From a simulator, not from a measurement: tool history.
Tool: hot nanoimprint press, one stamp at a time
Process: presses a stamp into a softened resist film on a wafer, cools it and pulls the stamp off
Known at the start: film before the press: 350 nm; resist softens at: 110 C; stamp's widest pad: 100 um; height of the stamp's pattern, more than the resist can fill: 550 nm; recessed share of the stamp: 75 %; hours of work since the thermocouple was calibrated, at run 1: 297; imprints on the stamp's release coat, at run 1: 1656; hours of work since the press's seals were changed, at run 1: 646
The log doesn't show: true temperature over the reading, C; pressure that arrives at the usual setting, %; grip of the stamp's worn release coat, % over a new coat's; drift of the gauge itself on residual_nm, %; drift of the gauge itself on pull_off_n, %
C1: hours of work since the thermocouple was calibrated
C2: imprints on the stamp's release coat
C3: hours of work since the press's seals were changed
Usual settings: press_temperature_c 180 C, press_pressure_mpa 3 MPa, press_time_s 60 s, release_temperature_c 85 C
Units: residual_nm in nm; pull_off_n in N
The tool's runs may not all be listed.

{"run": 1, "day": 0.0, "press_temperature_c": 180, "press_pressure_mpa": 3, "press_time_s": 60, "release_temperature_c": 85, "C1": 297, "C2": 1656, "C3": 646, "residual_nm": 194.8, "pull_off_n": 126}
{"run": 2, "day": 1.112, "press_temperature_c": 180, "press_pressure_mpa": 3, "press_time_s": 35, "release_temperature_c": 85, "C1": 312, "C2": 1707, "C3": 661, "residual_nm": 229.8, "pull_off_n": 128}
{"run": 3, "day": 2.283, "press_temperature_c": 180, "press_pressure_mpa": 3, "press_time_s": 35, "release_temperature_c": 85, "C1": 328, "C2": 1760, "C3": 676, "residual_nm": 228.1, "pull_off_n": 127}
{"run": 4, "day": 3.221, "press_temperature_c": 180, "press_pressure_mpa": 3, "press_time_s": 35, "release_temperature_c": 85, "C1": 340, "C2": 1803, "C3": 689, "residual_nm": 230.3, "pull_off_n": 130}
{"run": 5, "day": 4.292, "press_temperature_c": 180, "press_pressure_mpa": 3, "press_time_s": 35, "release_temperature_c": 85, "C1": 354, "C2": 1851, "C3": 703, "residual_nm": 227, "pull_off_n": 127}
{"day": 5.121, "done": "stamp cleaned and given a new release coat"}
{"run": 6, "day": 5.888, "press_temperature_c": 180, "press_pressure_mpa": 3, "press_time_s": 79, "release_temperature_c": 85, "C1": 372, "C2": 35, "C3": 721, "residual_nm": 176, "pull_off_n": 111}
{"run": 7, "day": 7.062, "press_temperature_c": 180, "press_pressure_mpa": 3, "press_time_s": 79, "release_temperature_c": 76, "C1": 388, "C2": 88, "C3": 736, "residual_nm": 175.2, "pull_off_n": 120}
{"run": 8, "day": 8.304, "press_temperature_c": 180, "press_pressure_mpa": 3, "press_time_s": 79, "release_temperature_c": 76, "C1": 404, "C2": 145, "C3": 753, "residual_nm": 175.3, "pull_off_n": 120}
{"run": 9, "day": 9.488, "press_temperature_c": 180, "press_pressure_mpa": 3, "press_time_s": 79, "release_temperature_c": 76, "C1": 420, "C2": 199, "C3": 768, "residual_nm": 172.6, "pull_off_n": 121}
{"day": 10.308, "done": "plate thermocouple calibrated"}
{"run": 10, "day": 10.779, "press_temperature_c": 174, "press_pressure_mpa": 3, "press_time_s": 60, "release_temperature_c": 85, "C1": 6, "C2": 252, "C3": 784, "residual_nm": 229.9, "pull_off_n": 114}
{"run": 11, "day": 12.325, "press_temperature_c": 180, "press_pressure_mpa": 3, "press_time_s": 60, "release_temperature_c": 85, "C1": 27, "C2": 321, "C3": 804, "residual_nm": 182.3, "pull_off_n": 115}
{"run": 12, "day": 13.192, "press_temperature_c": 180, "press_pressure_mpa": 3, "press_time_s": 60, "release_temperature_c": 85, "C1": 38, "C2": 361, "C3": 816, "residual_nm": 181.3, "pull_off_n": 113}
{"day": 14.167, "done": "plate thermocouple calibrated, once more"}
{"run": 13, "day": 14.812, "press_temperature_c": 180, "press_pressure_mpa": 3, "press_time_s": 60, "release_temperature_c": 85, "C1": 9, "C2": 429, "C3": 836, "residual_nm": 202.5, "pull_off_n": 119}
{"run": 14, "day": 15.821, "press_temperature_c": 180, "press_pressure_mpa": 3, "press_time_s": 60, "release_temperature_c": 85, "C1": 22, "C2": 474, "C3": 849, "residual_nm": 203.3, "pull_off_n": 117}
{"run": 15, "day": 16.933, "press_temperature_c": 180, "press_pressure_mpa": 3, "press_time_s": 60, "release_temperature_c": 85, "C1": 37, "C2": 525, "C3": 864, "residual_nm": 201, "pull_off_n": 116}
{"run": 16, "day": 17.996, "press_temperature_c": 170, "press_pressure_mpa": 2.42, "press_time_s": 60, "release_temperature_c": 76, "C1": 51, "C2": 573, "C3": 878, "residual_nm": 293.3, "pull_off_n": 126}
{"run": 17, "day": 18.925, "press_temperature_c": 170, "press_pressure_mpa": 2.42, "press_time_s": 60, "release_temperature_c": 76, "C1": 63, "C2": 615, "C3": 890, "residual_nm": 295, "pull_off_n": 125}
{"run": 18, "day": 20.292, "press_temperature_c": 168, "press_pressure_mpa": 3.96, "press_time_s": 60, "release_temperature_c": 85, "C1": 81, "C2": 677, "C3": 908, "residual_nm": 283.3, "pull_off_n": 118}
{"run": 19, "day": 21.429, "press_temperature_c": 180, "press_pressure_mpa": 2.51, "press_time_s": 60, "release_temperature_c": 72, "C1": 96, "C2": 729, "C3": 923, "residual_nm": 214.3, "pull_off_n": 129}
{"run": 20, "day": 22.154, "press_temperature_c": 171, "press_pressure_mpa": 4.21, "press_time_s": 90, "release_temperature_c": 75, "C1": 106, "C2": 762, "C3": 933, "residual_nm": 228.3, "pull_off_n": 127}
{"run": 21, "day": 23.175, "press_temperature_c": 187, "press_pressure_mpa": 4.21, "press_time_s": 40, "release_temperature_c": 75, "C1": 119, "C2": 808, "C3": 946, "residual_nm": 151.5, "pull_off_n": 127}
{"day": 24.479, "done": "press's hydraulic seals changed and the load cell set to zero"}
{"run": 22, "day": 24.842, "press_temperature_c": 187, "press_pressure_mpa": 4.21, "press_time_s": 40, "release_temperature_c": 75, "C1": 137, "C2": 869, "C3": 5, "residual_nm": 145.7, "pull_off_n": 125}
{"run": 23, "day": 26.142, "press_temperature_c": 168, "press_pressure_mpa": 3, "press_time_s": 60, "release_temperature_c": 85, "C1": 154, "C2": 928, "C3": 22, "residual_nm": 292, "pull_off_n": 120}
{"run": 24, "day": 27.258, "press_temperature_c": 188, "press_pressure_mpa": 2.4, "press_time_s": 60, "release_temperature_c": 75, "C1": 169, "C2": 978, "C3": 37, "residual_nm": 151.6, "pull_off_n": 133}
{"run": 25, "day": 28.575, "press_temperature_c": 182, "press_pressure_mpa": 3, "press_time_s": 60, "release_temperature_c": 85, "C1": 186, "C2": 1038, "C3": 54, "residual_nm": 175.3, "pull_off_n": 123}
{"run": 26, "day": 29.983, "press_temperature_c": 180, "press_pressure_mpa": 3.87, "press_time_s": 93, "release_temperature_c": 85, "C1": 205, "C2": 1102, "C3": 73, "residual_nm": 146.9, "pull_off_n": 123}
{"run": 27, "day": 31.504, "press_temperature_c": 174, "press_pressure_mpa": 2.27, "press_time_s": 50, "release_temperature_c": 70, "C1": 225, "C2": 1171, "C3": 93, "residual_nm": 273.1, "pull_off_n": 132}
{"run": 28, "day": 32.317, "press_temperature_c": 182, "press_pressure_mpa": 2.27, "press_time_s": 43, "release_temperature_c": 70, "C1": 236, "C2": 1208, "C3": 104, "residual_nm": 218.8, "pull_off_n": 137}
{"run": 29, "day": 33.112, "press_temperature_c": 177, "press_pressure_mpa": 2.27, "press_time_s": 98, "release_temperature_c": 84, "C1": 247, "C2": 1244, "C3": 114, "residual_nm": 206.3, "pull_off_n": 122}
{"run": 30, "day": 33.933, "press_temperature_c": 190, "press_pressure_mpa": 2.27, "press_time_s": 98, "release_temperature_c": 89, "C1": 257, "C2": 1281, "C3": 125, "residual_nm": 113.9, "pull_off_n": 120}

How the hidden state differs across the entries between the runs, from the last listed run before each to the first after it:
Between runs 5 and 6: stamp cleaned and given a new release coat (day 5.121)
  true temperature over the reading, C: 1.38 -> 1.45; pressure that arrives at the usual setting, %: 95.54 -> 95.43; grip of the stamp's worn release coat, % over a new coat's: 13.9 -> 0.3
  measured less the result without the state, residual_nm: -7.5 -> -8.2 nm; pull_off_n: +14 -> -1 N
Between runs 9 and 10: plate thermocouple calibrated (day 10.308)
  true temperature over the reading, C: 1.66 -> 2.76; pressure that arrives at the usual setting, %: 95.1 -> 95.01; grip of the stamp's worn release coat, % over a new coat's: 1.5 -> 1.9
  measured less the result without the state, residual_nm: -9.4 -> -19.4 nm; pull_off_n: +1 -> +0 N
Between runs 12 and 13: plate thermocouple calibrated, once more (day 14.167)
  true temperature over the reading, C: 2.9 -> 0.14; pressure that arrives at the usual setting, %: 94.79 -> 94.67; grip of the stamp's worn release coat, % over a new coat's: 2.7 -> 3.2
  measured less the result without the state, residual_nm: -19.1 -> +2.8 nm; pull_off_n: +1 -> +4 N
Between runs 21 and 22: press's hydraulic seals changed and the load cell set to zero (day 24.479)
  true temperature over the reading, C: 0.65 -> 0.73; pressure that arrives at the usual setting, %: 93.97 -> 100.51; grip of the stamp's worn release coat, % over a new coat's: 6 -> 6.5
  measured less the result without the state, residual_nm: +1.6 -> -5.2 nm; pull_off_n: +7 -> +7 N
